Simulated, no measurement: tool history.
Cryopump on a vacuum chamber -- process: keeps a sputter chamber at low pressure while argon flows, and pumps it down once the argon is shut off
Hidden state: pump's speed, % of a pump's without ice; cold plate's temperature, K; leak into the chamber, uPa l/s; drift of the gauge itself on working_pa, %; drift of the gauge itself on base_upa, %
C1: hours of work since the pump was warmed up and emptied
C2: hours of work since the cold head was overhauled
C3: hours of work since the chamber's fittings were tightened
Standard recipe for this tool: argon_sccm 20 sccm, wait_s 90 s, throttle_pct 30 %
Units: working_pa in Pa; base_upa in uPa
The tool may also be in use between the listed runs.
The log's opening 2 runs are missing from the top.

Run 3, hour 131.5: usual settings but wait_s 53 s; C1 427; C2 1224; C3 1575. Result: working_pa 0.0759 Pa, base_upa 3.58 uPa.
Run 4, hour 188: usual settings but wait_s 53 s; C1 476; C2 1274; C3 1624. Result: working_pa 0.0781 Pa, base_upa 3.81 uPa.
Run 5, hour 219.7: usual settings but wait_s 67 s; C1 504; C2 1301; C3 1652. Result: working_pa 0.0774 Pa, base_upa 3.66 uPa.
Run 6, hour 255.5: usual settings; C1 535; C2 1333; C3 1683. Result: working_pa 0.0769 Pa, base_upa 3.65 uPa.
Run 7, hour 312.8: usual settings; C1 585; C2 1383; C3 1733. Result: working_pa 0.0786 Pa, base_upa 3.84 uPa.
Run 8, hour 350.6: usual settings; C1 618; C2 1416; C3 1766. Result: working_pa 0.0783 Pa, base_upa 3.82 uPa.
Run 9, hour 400.3: usual settings; C1 661; C2 1459; C3 1809. Result: working_pa 0.0792 Pa, base_upa 4.11 uPa.
Run 10, hour 437.9: usual settings; C1 694; C2 1492; C3 1842. Result: working_pa 0.0798 Pa, base_upa 4.08 uPa.
At hour 477.9: leaking fittings of the chamber tightened, without venting.
Run 11, hour 479.6: usual settings; C1 729; C2 1526; C3 1. Result: working_pa 0.0804 Pa, base_upa 0.65 uPa.
At hour 502.4: pump warmed up, emptied and cooled again.
Run 12, hour 544: usual settings; C1 36; C2 1578; C3 53. Result: working_pa 0.0729 Pa, base_upa 0.71 uPa.
Run 13, hour 604.5: usual settings; C1 89; C2 1631; C3 106. Result: working_pa 0.0736 Pa, base_upa 0.75 uPa.
Run 14, hour 661.8: usual settings; C1 139; C2 1681; C3 156. Result: working_pa 0.0741 Pa, base_upa 0.8 uPa.
Run 15, hour 730.8: usual settings but argon_sccm 10 sccm; C1 199; C2 1741; C3 216. Result: working_pa 0.0375 Pa, base_upa 0.97 uPa.
Run 16, hour 762.9: usual settings but argon_sccm 12 sccm; C1 227; C2 1769; C3 244. Result: working_pa 0.0457 Pa, base_upa 1.03 uPa.
Run 17, hour 811.5: usual settings but argon_sccm 12 sccm; C1 270; C2 1812; C3 287. Result: working_pa 0.0453 Pa, base_upa 1.04 uPa.
Run 18, hour 886.4: usual settings but argon_sccm 28 sccm, wait_s 28 s, throttle_pct 55 %; C1 335; C2 1877; C3 352. Result: working_pa 0.0606 Pa, base_upa 1.98 uPa.
Run 19, hour 952.5: usual settings but argon_sccm 32 sccm, wait_s 82 s, throttle_pct 16 %; C1 393; C2 1935; C3 410. Result: working_pa 0.2271 Pa, base_upa 1.34 uPa.
Run 20, hour 1010.9: usual settings but argon_sccm 32 sccm, wait_s 82 s, throttle_pct 16 %; C1 444; C2 1986; C3 461. Result: working_pa 0.2244 Pa, base_upa 1.44 uPa.
Run 21, hour 1080.9: usual settings but argon_sccm 14 sccm, wait_s 51 s, throttle_pct 34 %; C1 505; C2 2047; C3 522. Result: working_pa 0.0487 Pa, base_upa 1.75 uPa.
Run 22, hour 1156.1: usual settings but wait_s 70 s; C1 571; C2 2113; C3 588. Result: working_pa 0.0785 Pa, base_upa 1.82 uPa.
Run 23, hour 1195.5: usual settings but argon_sccm 18 sccm, wait_s 168 s, throttle_pct 26 %; C1 605; C2 2147; C3 622. Result: working_pa 0.0806 Pa, base_upa 1.55 uPa.
Run 24, hour 1263: usual settings but wait_s 143 s; C1 664; C2 2206; C3 681. Result: working_pa 0.0796 Pa, base_upa 1.7 uPa.
Run 25, hour 1326.3: usual settings but wait_s 72 s; C1 719; C2 2261; C3 736. Result: working_pa 0.0798 Pa, base_upa 2.12 uPa.
At hour 1359.2: pump warmed up, emptied and cooled again.
Run 26, hour 1404.4: usual settings but argon_sccm 11 sccm, wait_s 60 s, throttle_pct 20 %; C1 39; C2 2325; C3 800. Result: working_pa 0.0604 Pa, base_upa 1.9 uPa.
Run 27, hour 1477.8: usual settings but throttle_pct 49 %; C1 104; C2 2389; C3 864. Result: working_pa 0.0461 Pa, base_upa 1.8 uPa.

For run 28, what comes out?
Run 28, hour 1511.7: usual settings but argon_sccm 13 sccm, wait_s 67 s, throttle_pct 24 %; C1 133; C2 2419; C3 894. Result: working_pa ?, base_upa ?.

{"run 28": {"working_pa": 0.0606, "base_upa": 2.05}}
Had the tool carried no hidden state, the very same run would have given working_pa 0.0596 Pa, base_upa 0.71 uPa.
